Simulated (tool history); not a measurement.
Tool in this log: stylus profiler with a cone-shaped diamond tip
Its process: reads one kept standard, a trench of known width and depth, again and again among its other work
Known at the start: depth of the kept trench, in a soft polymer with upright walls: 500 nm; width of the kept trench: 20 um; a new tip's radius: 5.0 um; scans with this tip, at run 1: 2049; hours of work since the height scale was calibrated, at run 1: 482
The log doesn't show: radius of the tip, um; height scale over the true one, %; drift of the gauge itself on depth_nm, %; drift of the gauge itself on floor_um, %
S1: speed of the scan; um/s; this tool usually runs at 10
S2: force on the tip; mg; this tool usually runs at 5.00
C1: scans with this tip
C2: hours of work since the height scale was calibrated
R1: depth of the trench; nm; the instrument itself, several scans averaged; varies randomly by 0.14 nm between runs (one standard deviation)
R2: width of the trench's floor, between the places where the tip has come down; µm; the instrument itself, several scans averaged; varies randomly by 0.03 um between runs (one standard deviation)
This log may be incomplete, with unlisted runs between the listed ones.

Run 1, hour 0.0: usual settings; C1 2049; C2 482. Result: R1 509.93 nm, R2 15.33 µm.
Run 2, hour 31.6: usual settings; C1 2152; C2 506. Result: R1 509.85 nm, R2 15.31 µm.
Run 3, hour 65.1: usual settings; C1 2262; C2 532. Result: R1 509.69 nm, R2 15.28 µm.
Run 4, hour 94.9: usual settings; C1 2360; C2 555. Result: R1 509.87 nm, R2 15.29 µm.
Run 5, hour 119.3: usual settings; C1 2439; C2 574. Result: R1 509.92 nm, R2 15.30 µm.
Run 6, hour 150.4: usual settings but S2 2.14 mg; C1 2542; C2 598. Result: R1 504.99 nm, R2 15.31 µm.
Run 7, hour 172.3: usual settings but S2 2.14 mg; C1 2613; C2 615. Result: R1 504.64 nm, R2 15.26 µm.
Run 8, hour 206.7: usual settings but S2 2.14 mg; C1 2726; C2 641. Result: R1 504.70 nm, R2 15.32 µm.
Run 9, hour 237.4: usual settings but S2 2.14 mg; C1 2827; C2 665. Result: R1 504.44 nm, R2 15.26 µm.
Run 10, hour 268.2: usual settings; C1 2927; C2 689. Result: R1 509.15 nm, R2 15.27 µm.
Run 11, hour 305.6: usual settings; C1 3050; C2 718. Result: R1 509.22 nm, R2 15.30 µm.
Run 12, hour 341.8: usual settings; C1 3168; C2 745. Result: R1 509.11 nm, R2 15.22 µm.
Run 13, hour 367.0: usual settings; C1 3251; C2 765. Result: R1 509.24 nm, R2 15.18 µm.
Run 14, hour 393.9: usual settings but S2 10.82 mg; C1 3339; C2 786. Result: R1 516.82 nm, R2 15.23 µm.
Run 15, hour 436.9: usual settings but S2 10.82 mg; C1 3480; C2 819. Result: R1 516.46 nm, R2 15.18 µm.
Run 16, hour 461.9: usual settings but S2 10.82 mg; C1 3562; C2 838. Result: R1 516.43 nm, R2 15.22 µm.
Run 17, hour 507.6: usual settings but S2 10.82 mg; C1 3712; C2 873. Result: R1 516.34 nm, R2 15.22 µm.
Run 18, hour 532.9: usual settings but S2 10.82 mg; C1 3795; C2 893. Result: R1 516.34 nm, R2 15.15 µm.
Run 19, hour 559.8: usual settings but S2 10.82 mg; C1 3883; C2 913. Result: R1 516.36 nm, R2 15.21 µm.
Run 20, hour 587.8: usual settings but S1 4 um/s, S2 10.82 mg; C1 3975; C2 935. Result: R1 516.31 nm, R2 15.28 µm.
Run 21, hour 627.5: usual settings but S1 4 um/s; C1 4105; C2 966. Result: R1 508.63 nm, R2 15.14 µm.
Run 22, hour 661.4: usual settings but S1 4 um/s; C1 4216; C2 992. Result: R1 508.50 nm, R2 15.19 µm.
Run 23, hour 695.4: usual settings but S1 4 um/s; C1 4327; C2 1018. Result: R1 508.44 nm, R2 15.13 µm.
Run 24, hour 737.6: usual settings but S2 6.38 mg; C1 4465; C2 1051. Result: R1 510.30 nm, R2 15.09 µm.
Run 25, hour 763.5: usual settings but S2 6.38 mg; C1 4550; C2 1071. Result: R1 510.30 nm, R2 15.17 µm.
Run 26, hour 801.2: usual settings but S1 18 um/s, S2 6.81 mg; C1 4674; C2 1100. Result: R1 510.91 nm, R2 15.13 µm.
Run 27, hour 842.5: usual settings but S1 19 um/s, S2 5.55 mg; C1 4809; C2 1132. Result: R1 509.03 nm, R2 15.00 µm.
Run 28, hour 873.4: usual settings but S1 15 um/s, S2 5.32 mg; C1 4911; C2 1155. Result: R1 508.72 nm, R2 15.08 µm.
Run 29, hour 907.8: usual settings but S1 15 um/s, S2 5.32 mg; C1 5023; C2 1182. Result: R1 508.43 nm, R2 15.02 µm.
Run 30, hour 931.6: usual settings but S1 3 um/s, S2 14.27 mg; C1 5101; C2 1200. Result: R1 519.38 nm, R2 15.08 µm.
Run 31, hour 976.3: usual settings but S1 3 um/s, S2 2.59 mg; C1 5248; C2 1235. Result: R1 504.01 nm, R2 15.05 µm.
Run 32, hour 1011.7: usual settings but S2 5.95 mg; C1 5364; C2 1262. Result: R1 509.35 nm, R2 15.06 µm.
Run 33, hour 1034.4: usual settings but S1 19 um/s, S2 7.45 mg; C1 5438; C2 1279. Result: R1 511.31 nm, R2 15.01 µm.
Run 34, hour 1072.3: usual settings but S1 24 um/s, S2 5.33 mg; C1 5562; C2 1309. Result: R1 508.44 nm, R2 15.02 µm.
Run 35, hour 1111.0: usual settings but S1 24 um/s, S2 5.33 mg; C1 5689; C2 1338. Result: R1 507.88 nm, R2 15.01 µm.

Expected results for the next run?
Run 36, hour 1137.3: usual settings but S1 15 um/s, S2 9.99 mg; C1 5775; C2 1359. Result: R1 ?, R2 ?.

Run 36 produced R1 514.14 nm, R2 15.03 µm.
With no hidden state in the tool, this same run would have given R1 517.68 nm, R2 15.64 µm.
